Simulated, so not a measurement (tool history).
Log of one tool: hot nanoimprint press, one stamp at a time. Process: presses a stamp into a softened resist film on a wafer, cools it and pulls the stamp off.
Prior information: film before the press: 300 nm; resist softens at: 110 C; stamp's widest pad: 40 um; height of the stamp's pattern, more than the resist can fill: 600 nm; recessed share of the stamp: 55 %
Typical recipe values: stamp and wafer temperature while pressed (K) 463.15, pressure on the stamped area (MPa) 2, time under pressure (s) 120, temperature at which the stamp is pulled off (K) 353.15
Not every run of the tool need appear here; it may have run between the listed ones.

run	hour	stamp and wafer temperature while pressed (K)	pressure on the stamped area (MPa)	time under pressure (s)	temperature at which the stamp is pulled off (K)	resist left under the stamp's widest pad (Å)	greatest force while the stamp is pulled off (N)
1	0	463.15	2	120	353.15	1125	217
2	13	467.15	2	120	353.15	962	222
3	32.5	467.15	2	120	353.15	953	234
4	53.9	467.15	2	120	353.15	941	237
5	75.6	463.15	2	120	353.15	1122	234
6	98.6	463.15	2	120	353.15	1138	241
7	109.3	463.15	2	120	353.15	1125	238
8	127.8	463.15	2	120	353.15	1116	245
9	143.1	463.15	2	120	353.15	1117	245
10	165.2	463.15	2	120	353.15	1131	256
11	188	463.15	2	120	353.15	1117	259
12	205.7	463.15	2	63	353.15	1398	262
13	215.3	463.15	2	63	353.15	1382	252
14	227.3	461.15	2	63	343.15	1512	313
15	246.1	463.15	2	83	353.15	1260	275
16	256.2	475.15	1.66	144	338.15	691	355
17	276	475.15	1.66	144	338.15	691	353
18	290.8	461.15	2	120	343.15	1210	329
19	301.2	457.15	2	120	359.15	1423	240

Run 20 has not been measured yet. What should we expect?
20	324.5	457.15	2	120	359.15	?	?

resist left under the stamp's widest pad (Å): 1425
greatest force while the stamp is pulled off (N): 250
Take away the tool's hidden state, keep the run-to-run variation as it was, and the same run would have given resist left under the stamp's widest pad (Å) 1515, greatest force while the stamp is pulled off (N) 185.
